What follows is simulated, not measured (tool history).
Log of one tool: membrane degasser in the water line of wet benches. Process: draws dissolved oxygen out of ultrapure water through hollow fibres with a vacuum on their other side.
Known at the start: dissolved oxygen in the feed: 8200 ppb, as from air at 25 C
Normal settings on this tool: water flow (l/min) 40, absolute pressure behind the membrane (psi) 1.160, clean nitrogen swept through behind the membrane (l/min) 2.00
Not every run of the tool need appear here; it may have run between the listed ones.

run	hour	water flow (l/min)	absolute pressure behind the membrane (psi)	clean nitrogen swept through behind the membrane (l/min)	dissolved oxygen in the water behind the degasser (ppb)	pressure that the water loses in the fibres (psi)
1	0.0	40	1.160	2.00	226.9	5.375
2	184.4	40	1.160	2.00	230.0	5.432
3	489.2	40	1.160	2.00	234.5	5.411
4	789.1	40	1.160	2.00	232.5	5.390
5	1058.9	40	1.160	3.15	158.6	5.411
# hour 1091.4: vacuum gauge calibrated
# hour 1197.9: seals of the vacuum lines changed
6	1217.2	40	1.160	3.15	146.0	5.349
7	1572.0	40	1.160	3.15	146.6	5.349
8	1796.2	40	1.160	3.15	147.6	5.374
9	2002.2	40	1.160	1.12	349.2	5.417
10	2262.5	40	1.160	1.12	349.3	5.440
11	2534.1	25	1.089	1.14	207.6	3.404
12	2724.1	28	1.355	3.08	135.8	3.814
13	2895.2	28	1.355	3.08	135.1	3.804
14	3206.7	28	1.355	3.08	137.1	3.823
15	3433.1	40	0.793	1.67	132.2	5.385
16	3604.2	40	1.349	4.20	144.2	5.401

Run 17, settings as shown, results not yet in. Your forecast:
17	3848.2	52	0.808	3.72	?	?

Run 17 came out at dissolved oxygen in the water behind the degasser (ppb) 93.0, pressure that the water loses in the fibres (psi) 7.050.
If the tool had no hidden condition, the same run with the same run-to-run variation would have returned dissolved oxygen in the water behind the degasser (ppb) 86.0, pressure that the water loses in the fibres (psi) 6.886.

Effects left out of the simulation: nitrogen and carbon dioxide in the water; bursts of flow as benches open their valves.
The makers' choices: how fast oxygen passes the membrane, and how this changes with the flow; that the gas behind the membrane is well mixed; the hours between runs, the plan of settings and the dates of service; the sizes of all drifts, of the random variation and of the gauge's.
